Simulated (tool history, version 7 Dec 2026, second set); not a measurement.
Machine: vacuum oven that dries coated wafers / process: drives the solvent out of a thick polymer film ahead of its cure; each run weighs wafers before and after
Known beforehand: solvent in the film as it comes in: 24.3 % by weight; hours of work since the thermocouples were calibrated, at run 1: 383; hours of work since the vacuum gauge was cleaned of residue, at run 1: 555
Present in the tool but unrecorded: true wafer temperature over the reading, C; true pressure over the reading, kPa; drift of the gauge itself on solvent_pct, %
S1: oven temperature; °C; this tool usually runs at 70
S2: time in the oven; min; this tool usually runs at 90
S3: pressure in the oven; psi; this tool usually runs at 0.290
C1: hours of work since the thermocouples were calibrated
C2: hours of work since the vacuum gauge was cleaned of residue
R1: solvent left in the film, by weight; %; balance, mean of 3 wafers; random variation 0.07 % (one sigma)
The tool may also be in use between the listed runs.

run   hour  S1   S2     S3   C1   C2     R1
  1    0.0  70   90  0.290  383  555   5.01
  2   15.1  70   90  0.215  394  565   4.63
  3   35.1  60   90  0.215  408  580   9.20
  4   46.6  70   90  0.290  416  588   5.03
  5   68.3  70   90  0.290  432  603   4.88
  6   83.3  70   90  0.290  443  614   4.91
  7   92.8  70   90  0.290  449  621   4.98
  8  107.1  70   90  0.290  459  631   4.88
  9  121.3  70   90  0.290  469  641   4.90
 10  140.6  70   90  0.290  483  655   4.90
 11  157.5  70   90  0.290  495  667   4.92
 12  168.7  70   90  0.290  503  674   5.01
 13  178.9  70   90  0.290  510  682   4.96
 14  195.0  70   90  0.290  522  693   4.91
 15  213.7  70   90  0.290  535  706   4.92
 16  226.5  70   90  0.290  544  716   5.03
 17  240.5  70   90  0.290  554  725   4.89
 18  257.8  70   54  0.290  566  738   8.37
 19  269.1  70   54  0.290  574  746   8.15
 20  285.9  67   90  0.290  586  758   6.23
 21  298.7  74  144  0.448  595  767   2.52
 22  314.2  74  144  0.448  606  778   2.42
 23  326.5  74  144  0.448  615  786   2.61
 24  341.4  70   90  0.397  626  797   5.32
 25  354.9  70   72  1.153  635  807   9.45
 26  370.1  70   72  1.153  646  817   9.46
 27  383.8  70   72  1.153  656  827   9.70
 28  396.6  73  116  0.236  665  836   2.47
 29  415.1  73  127  0.160  678  849   1.88
 30  429.2  55   76  0.421  688  859  13.27
 31  451.5  82  156  1.025  704  875   3.09
 32  461.1  70   92  0.409  711  882   5.26
 33  474.5  77   92  0.355  720  892   2.76
 34  496.1  57   77  0.290  735  907  11.69
 35  514.2  61   72  0.290  748  920  10.42
 36  527.9  61   72  0.290  758  929  10.28
 37  540.5  61   72  0.290  767  938  10.24
 38  553.0  61   72  0.290  776  947  10.28
 39  574.7  67   68  0.220  791  963   7.89

3 ways to go on from here, each from the tool as it stands after run 39. What would each give?
  A  587.7  67  137  0.220  800  972   ?
  B  587.7  55   90  0.290  800  972   ?
  C  587.7  70   90  0.447  800  972   ?

run     R1
  A   3.45
  B  11.60
  C   5.56
The same runs, with their run-to-run variation unchanged, on a tool lacking any hidden condition would have given:
run     R1
  A   3.48
  B  11.63
  C   5.59
